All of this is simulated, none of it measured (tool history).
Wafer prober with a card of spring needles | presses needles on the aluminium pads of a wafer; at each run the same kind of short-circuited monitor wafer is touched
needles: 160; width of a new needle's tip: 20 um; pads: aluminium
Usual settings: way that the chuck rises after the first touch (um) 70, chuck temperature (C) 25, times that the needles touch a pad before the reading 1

run	day	way that the chuck rises after the first touch (um)	chuck temperature (C)	times that the needles touch a pad before the reading	resistance of one needle with its contact and lead (mohm)	way that a needle slides on the pad (um)
1	0.000	70	25	1	222	13.37
# day 0.779: tips cleaned on abrasive film
2	1.171	70	25	1	221	13.38
# day 1.542: tips cleaned on abrasive film
3	1.800	70	25	1	224	13.40
# day 2.325: tips cleaned on abrasive film
4	2.692	70	48	1	230	13.46
# day 3.104: tips cleaned on abrasive film
5	3.392	70	48	1	230	13.47
# day 3.517: height of the first contact set anew
# day 3.892: tips cleaned on abrasive film
6	4.492	70	48	1	230	13.48
# day 4.683: tips cleaned on abrasive film
7	5.129	70	25	1	224	13.47
# day 5.479: tips cleaned on abrasive film
8	5.754	68	25	1	224	13.11
# day 6.217: tips cleaned on abrasive film
9	6.933	68	25	1	222	13.12
# day 6.988: tips cleaned on abrasive film
# day 7.796: tips cleaned on abrasive film
10	7.867	68	25	1	221	13.20
11	8.383	70	49	1	229	13.57
# day 8.583: tips cleaned on abrasive film
12	9.096	70	116	1	243	13.56
# day 9.358: tips cleaned on abrasive film
13	9.946	72	116	3	247	14.00
# day 10.154: tips cleaned on abrasive film
# day 10.446: height of the first contact set anew
# day 10.971: tips cleaned on abrasive film
14	11.075	63	25	1	224	12.25
# day 11.708: tips cleaned on abrasive film
15	12.183	83	30	1	218	16.19
# day 12.450: tips cleaned on abrasive film
16	13.008	61	39	1	227	11.92
# day 13.225: tips cleaned on abrasive film
17	13.862	62	25	1	225	12.15
# day 14.042: tips cleaned on abrasive film
# day 14.788: tips cleaned on abrasive film
18	14.908	62	25	2	224	12.16
# day 15.400: gauge calibrated
# day 15.538: tips cleaned on abrasive film
19	15.908	56	25	1	232	10.72
# day 16.300: tips cleaned on abrasive film
20	16.554	56	25	1	229	10.72
# day 17.054: tips cleaned on abrasive film
21	17.250	70	123	1	251	13.42
# day 17.358: height of the first contact set anew
# day 17.817: tips cleaned on abrasive film
22	17.817	55	29	2	232	10.56
# day 18.554: tips cleaned on abrasive film
23	18.912	70	93	2	240	13.46
# day 19.388: tips cleaned on abrasive film
24	19.833	51	93	2	251	9.83

4 ways to go on from here, each from the tool as it stands after run 24. What would each give?
# day 20.183: tips cleaned on abrasive film
A	20.492	84	114	2	?	?
# day 20.183: tips cleaned on abrasive film
B	20.492	51	93	1	?	?
# day 20.183: tips cleaned on abrasive film
C	20.492	59	37	1	?	?
# day 20.183: tips cleaned on abrasive film
D	20.492	81	27	1	?	?

run	resistance of one needle with its contact and lead (mohm)	way that a needle slides on the pad (um)
A	243	16.18
B	251	9.81
C	229	11.41
D	222	15.61
Without the tool's hidden state the same runs would have given:
run	resistance of one needle with its contact and lead (mohm)	way that a needle slides on the pad (um)
A	243	16.03
B	251	9.72
C	228	11.31
D	222	15.47

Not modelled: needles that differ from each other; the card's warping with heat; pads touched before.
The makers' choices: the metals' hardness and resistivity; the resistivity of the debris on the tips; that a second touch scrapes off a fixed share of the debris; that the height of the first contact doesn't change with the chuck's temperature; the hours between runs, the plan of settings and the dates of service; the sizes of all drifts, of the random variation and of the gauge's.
